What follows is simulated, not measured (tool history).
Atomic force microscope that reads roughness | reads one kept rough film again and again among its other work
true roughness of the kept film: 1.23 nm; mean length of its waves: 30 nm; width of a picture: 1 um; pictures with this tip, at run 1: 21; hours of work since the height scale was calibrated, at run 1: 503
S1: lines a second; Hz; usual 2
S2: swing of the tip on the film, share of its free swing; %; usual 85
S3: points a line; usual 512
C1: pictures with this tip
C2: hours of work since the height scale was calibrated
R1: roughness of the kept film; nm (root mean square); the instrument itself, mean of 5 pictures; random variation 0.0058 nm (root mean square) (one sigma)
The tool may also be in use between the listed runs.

run,day,S1,S2,S3,C1,C2,R1
1,0,2,85,512,21,503,1.032
# day 1.158: new tip fitted
2,1.204,2,85,512,2,522,1.068
# day 2.742: new tip fitted
3,2.904,2,85,512,7,548,1.053
4,3.996,3.28,85,512,55,565,0.93
# day 4.333: new tip fitted
5,5.483,2,85,309,50,587,0.993
# day 5.854: new tip fitted
6,7.154,2,85,785,57,613,0.982
# day 7.492: new tip fitted
7,8.888,2,65,512,61,640,1.036
# day 9.062: new tip fitted
# day 10.521: new tip fitted
8,10.867,1.01,85,512,15,670,1.094
# day 12.096: new tip fitted
9,12.671,1.01,85,512,25,697,1.082
# day 13.667: new tip fitted
10,13.762,2,56,512,4,714,1.158
11,14.979,2,56,512,58,733,1.071
# day 15.154: new tip fitted
12,16.267,2,56,512,49,753,1.081
# day 16.625: new tip fitted
# day 18.067: new tip fitted
13,18.658,2,56,512,26,789,1.11
# day 19.529: new tip fitted
14,19.679,2,56,512,7,805,1.15
15,20.904,2,56,512,60,824,1.061
# day 21.033: new tip fitted
16,21.992,2,85,512,42,840,1.011
# day 22.538: new tip fitted
# day 24.033: new tip fitted
17,24.038,1.93,85,512,0,871,1.093
# day 25.638: new tip fitted
18,25.662,1.93,85,512,1,896,1.08
19,26.796,2,88,512,51,914,0.971
# day 27.129: new tip fitted
20,27.925,2,88,512,35,931,1.005
# day 28.575: new tip fitted
21,29.483,2,85,512,40,955,1.026
# day 30.15: new tip fitted
22,31.279,2.36,85,512,50,983,0.964
# day 31.646: new tip fitted
23,32.367,2.36,85,512,32,999,1.005
# day 33.125: new tip fitted
24,34.171,2.36,85,512,46,1027,0.99
# day 34.775: new tip fitted
# day 36.254: new tip fitted
25,36.321,2.31,77,512,3,1060,1.098
# day 37.754: new tip fitted
26,38.346,2.18,80,342,26,1091,1.056
# day 39.271: new tip fitted
27,39.733,1.79,80,342,21,1112,1.071
# day 40.758: new tip fitted
28,41.15,2,60,350,17,1134,1.13
# day 42.275: new tip fitted
29,43.008,2,60,350,32,1162,1.106
# day 43.867: new tip fitted
30,44.35,2,79,832,21,1183,1.08
# day 45.321: new tip fitted
31,45.462,1.55,65,635,6,1200,1.162
# day 45.708: height scale calibrated on a step standard
# day 46.938: new tip fitted
32,46.954,1.55,65,635,1,19,1.193
33,48.25,2.51,59,477,57,39,1.066
# day 48.425: new tip fitted
34,49.429,2.51,76,520,44,57,1.046
# day 49.917: new tip fitted
# day 51.517: new tip fitted
35,51.667,2.51,76,520,7,91,1.101
# day 53.046: new tip fitted
# day 53.188: height scale calibrated on a step standard, once more
36,53.892,2.51,62,271,35,11,1.056
# day 54.571: new tip fitted
# day 56.112: new tip fitted
37,56.288,2.51,62,779,7,47,1.12
# day 57.638: new tip fitted
38,58.533,2.51,62,779,39,82,1.051
# day 59.283: new tip fitted
39,60.633,2,65,555,59,114,1.04
# day 60.821: new tip fitted
40,61.717,1.39,69,264,39,131,1.06
# day 62.275: new tip fitted
# day 63.8: new tip fitted
41,64.062,0.95,70,264,11,167,1.118
# day 65.317: new tip fitted
42,66.412,1.21,73,591,48,203,1.053
# day 66.783: new tip fitted
43,67.775,1.21,73,591,44,224,1.077
# day 68.312: new tip fitted
44,68.933,1.24,85,289,28,241,1.032
# day 69.929: new tip fitted
45,69.962,0.85,56,778,2,257,1.162
# day 71.5: new tip fitted
46,71.5,0.85,56,778,0,281,1.173
# day 73.008: new tip fitted
47,73.075,2,65,588,3,305,1.134
# day 74.642: new tip fitted
48,75.267,2.48,65,550,27,338,1.084

5 ways to go on from here, each from the tool as it stands after run 48. What would each give?
# day 76.142: new tip fitted
A,76.521,2.53,63,735,16,358,?
# day 76.142: new tip fitted
B,76.521,2.48,65,661,16,358,?
# day 76.142: new tip fitted
C,76.521,2.48,79,550,16,358,?
# day 76.142: new tip fitted
D,76.521,2,61,647,16,358,?
# day 76.142: new tip fitted
E,76.521,2,57,512,16,358,?

run,R1
A,1.104
B,1.093
C,1.051
D,1.112
E,1.12
Without the tool's hidden state the same runs would have given:
run,R1
A,1.134
B,1.122
C,1.079
D,1.141
E,1.15
